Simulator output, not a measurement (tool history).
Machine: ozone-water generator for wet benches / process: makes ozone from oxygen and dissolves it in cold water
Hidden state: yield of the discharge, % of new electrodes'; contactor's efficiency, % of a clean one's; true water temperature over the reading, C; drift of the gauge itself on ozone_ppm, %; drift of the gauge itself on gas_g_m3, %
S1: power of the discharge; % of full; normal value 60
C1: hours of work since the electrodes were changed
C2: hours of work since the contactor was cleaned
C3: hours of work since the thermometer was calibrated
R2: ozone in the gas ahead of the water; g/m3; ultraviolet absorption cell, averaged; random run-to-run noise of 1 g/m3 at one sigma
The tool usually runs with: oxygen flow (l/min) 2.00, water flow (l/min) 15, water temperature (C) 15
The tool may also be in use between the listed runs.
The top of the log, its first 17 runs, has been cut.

run 18 day=19.917 | S1=41 oxygen_flow_(l/min)=2.00 water_flow_(l/min)=15 water_temperature_(C)=15 | C1=1460 C2=3728 C3=3426 | dissolved_ozone_(ppm)=9.7 R2=133.0
run 19 day=20.608 | S1=61 oxygen_flow_(l/min)=2.20 water_flow_(l/min)=24 water_temperature_(C)=9 | C1=1475 C2=3744 C3=3442 | dissolved_ozone_(ppm)=8.1 R2=167.0
run 20 day=21.421 | S1=54 oxygen_flow_(l/min)=3.59 water_flow_(l/min)=15 water_temperature_(C)=10 | C1=1494 C2=3762 C3=3461 | dissolved_ozone_(ppm)=15.2 R2=132.2
run 21 day=22.150 | S1=95 oxygen_flow_(l/min)=2.00 water_flow_(l/min)=23 water_temperature_(C)=15 | C1=1510 C2=3779 C3=3477 | dissolved_ozone_(ppm)=10.2 R2=232.4
run 22 day=23.221 | S1=61 oxygen_flow_(l/min)=2.00 water_flow_(l/min)=22 water_temperature_(C)=7 | C1=1535 C2=3803 C3=3502 | dissolved_ozone_(ppm)=8.6 R2=172.5
-- day=23.617 gauge calibrated
run 23 day=23.988 | S1=86 oxygen_flow_(l/min)=1.22 water_flow_(l/min)=15 water_temperature_(C)=15 | C1=1552 C2=3821 C3=3519 | dissolved_ozone_(ppm)=12.5 R2=260.6
run 24 day=25.004 | S1=86 oxygen_flow_(l/min)=1.22 water_flow_(l/min)=15 water_temperature_(C)=15 | C1=1576 C2=3844 C3=3543 | dissolved_ozone_(ppm)=12.7 R2=259.8
run 25 day=25.879 | S1=86 oxygen_flow_(l/min)=1.22 water_flow_(l/min)=15 water_temperature_(C)=15 | C1=1596 C2=3864 C3=3563 | dissolved_ozone_(ppm)=12.5 R2=259.9
run 26 day=27.142 | S1=68 oxygen_flow_(l/min)=2.20 water_flow_(l/min)=21 water_temperature_(C)=10 | C1=1624 C2=3893 C3=3591 | dissolved_ozone_(ppm)=9.9 R2=184.1
run 27 day=28.150 | S1=68 oxygen_flow_(l/min)=2.20 water_flow_(l/min)=21 water_temperature_(C)=10 | C1=1647 C2=3916 C3=3614 | dissolved_ozone_(ppm)=9.8 R2=185.7
run 28 day=29.292 | S1=68 oxygen_flow_(l/min)=2.20 water_flow_(l/min)=21 water_temperature_(C)=10 | C1=1673 C2=3942 C3=3640 | dissolved_ozone_(ppm)=9.8 R2=183.2
run 29 day=30.362 | S1=99 oxygen_flow_(l/min)=2.00 water_flow_(l/min)=15 water_temperature_(C)=21 | C1=1698 C2=3966 C3=3665 | dissolved_ozone_(ppm)=16.4 R2=241.8
run 30 day=31.900 | S1=99 oxygen_flow_(l/min)=2.00 water_flow_(l/min)=15 water_temperature_(C)=21 | C1=1733 C2=4001 C3=3700 | dissolved_ozone_(ppm)=16.1 R2=243.0
run 31 day=33.462 | S1=99 oxygen_flow_(l/min)=2.00 water_flow_(l/min)=15 water_temperature_(C)=21 | C1=1769 C2=4037 C3=3736 | dissolved_ozone_(ppm)=16.4 R2=242.2
run 32 day=34.654 | S1=88 oxygen_flow_(l/min)=2.00 water_flow_(l/min)=23 water_temperature_(C)=19 | C1=1796 C2=4064 C3=3763 | dissolved_ozone_(ppm)=9.6 R2=223.0

Alternative continuations, all from the tool just after run 32; predict every row:
run A day=35.375 | S1=44 oxygen_flow_(l/min)=1.01 water_flow_(l/min)=15 water_temperature_(C)=16 | C1=1812 C2=4081 C3=3779 | dissolved_ozone_(ppm)=? R2=?
run B day=35.375 | S1=88 oxygen_flow_(l/min)=1.64 water_flow_(l/min)=17 water_temperature_(C)=8 | C1=1812 C2=4081 C3=3779 | dissolved_ozone_(ppm)=? R2=?
run C day=35.375 | S1=40 oxygen_flow_(l/min)=2.00 water_flow_(l/min)=12 water_temperature_(C)=15 | C1=1812 C2=4081 C3=3779 | dissolved_ozone_(ppm)=? R2=?

run=A dissolved_ozone_(ppm)=7.5 R2=173.4
run=B dissolved_ozone_(ppm)=13.3 R2=236.9
run=C dissolved_ozone_(ppm)=11.8 R2=133.4
With no hidden state in the tool, these same runs would have given:
run=A dissolved_ozone_(ppm)=7.5 R2=176.0
run=B dissolved_ozone_(ppm)=13.4 R2=240.6
run=C dissolved_ozone_(ppm)=11.8 R2=135.4

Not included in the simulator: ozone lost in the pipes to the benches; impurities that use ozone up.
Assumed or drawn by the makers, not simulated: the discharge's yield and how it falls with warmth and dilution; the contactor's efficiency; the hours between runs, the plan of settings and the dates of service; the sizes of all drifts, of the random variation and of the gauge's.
